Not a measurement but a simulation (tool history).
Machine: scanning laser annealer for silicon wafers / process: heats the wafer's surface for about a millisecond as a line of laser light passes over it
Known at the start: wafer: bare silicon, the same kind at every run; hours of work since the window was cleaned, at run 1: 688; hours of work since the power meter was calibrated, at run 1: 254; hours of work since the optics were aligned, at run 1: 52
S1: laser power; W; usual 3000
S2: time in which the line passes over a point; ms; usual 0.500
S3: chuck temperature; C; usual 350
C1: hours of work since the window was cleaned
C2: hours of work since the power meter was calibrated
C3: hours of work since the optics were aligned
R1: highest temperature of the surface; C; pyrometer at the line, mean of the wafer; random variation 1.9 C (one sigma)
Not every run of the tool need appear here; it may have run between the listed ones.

run,day,S1,S2,S3,C1,C2,C3,R1
1,0.000,3000,0.500,350,688,254,52,1113
2,0.933,3000,0.500,359,697,264,62,1120
3,1.604,3000,0.500,359,704,271,69,1124
4,2.338,3000,0.500,359,712,279,76,1124
5,3.154,3000,0.592,350,721,287,85,1189
6,3.808,2842,0.500,350,728,294,92,1058
7,4.350,2842,0.500,350,733,300,98,1062
8,5.229,2842,0.500,350,742,309,107,1060
9,6.217,3000,0.500,350,753,320,117,1114
10,7.050,2599,0.500,350,762,328,126,983
11,7.725,2599,0.500,350,769,335,133,976

Run 12 is up next; what results do you expect?
12,8.225,3266,0.463,323,774,341,138,?

R1: 1132 C
Take away the tool's hidden state, keep the run-to-run variation as it was, and the same run would have given R1 1160 C.

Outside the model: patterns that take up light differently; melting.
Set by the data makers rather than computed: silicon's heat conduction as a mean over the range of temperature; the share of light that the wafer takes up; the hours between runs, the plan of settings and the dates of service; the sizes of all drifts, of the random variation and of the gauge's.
